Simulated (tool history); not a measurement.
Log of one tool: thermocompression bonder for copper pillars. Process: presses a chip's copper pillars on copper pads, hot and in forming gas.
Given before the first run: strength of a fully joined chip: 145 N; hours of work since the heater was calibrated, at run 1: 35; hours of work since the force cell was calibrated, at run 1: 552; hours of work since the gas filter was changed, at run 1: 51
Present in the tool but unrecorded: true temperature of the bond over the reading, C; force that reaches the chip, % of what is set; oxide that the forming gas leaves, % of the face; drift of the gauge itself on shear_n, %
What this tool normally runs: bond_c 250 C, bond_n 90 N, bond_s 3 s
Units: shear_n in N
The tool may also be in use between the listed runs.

run,hour,bond_c,bond_n,bond_s,hours of work since the heater was calibrated,hours of work since the force cell was calibrated,hours of work since the gas filter was changed,shear_n
1,0,250,90,3,35,552,51,81.4
2,24.9,250,90,3,45,562,61,81.7
3,42.4,250,90,3,52,569,68,80.3
4,58.5,250,90,3,59,575,75,81.5
# hour 63.5: heater calibrated with a thermocouple chip
5,86.7,250,90,3,9,586,85,81.4
6,104.3,249,90,3,16,593,93,78.3
7,120.8,249,90,3,23,600,99,79.4
8,147.7,249,90,3,34,611,110,80.6
9,170.5,249,90,3,43,620,119,77
# hour 185: heater calibrated with a thermocouple chip, once more
10,194.5,250,86,3,4,629,128,76.7
11,225.1,238,94,3,16,641,140,73.5
12,254.1,231,90,2,28,653,152,53.8
13,268.8,221,90,2,34,659,158,46.8

Forecast each of these 4 alternatives for the next run:
# hour 294.7: forming gas filter changed
A,299.7,221,81,2,46,671,2,?
# hour 294.7: forming gas filter changed
B,299.7,248,90,3,46,671,2,?
# hour 294.7: forming gas filter changed
C,299.7,241,102,6,46,671,2,?
# hour 294.7: forming gas filter changed
D,299.7,247,90,5,46,671,2,?

run,shear_n
A,41.5
B,80.2
C,100.6
D,92.9
Stripped of hidden state, with their random variation kept, the same runs would have yielded:
run,shear_n
A,43.2
B,82.8
C,103.1
D,95.5
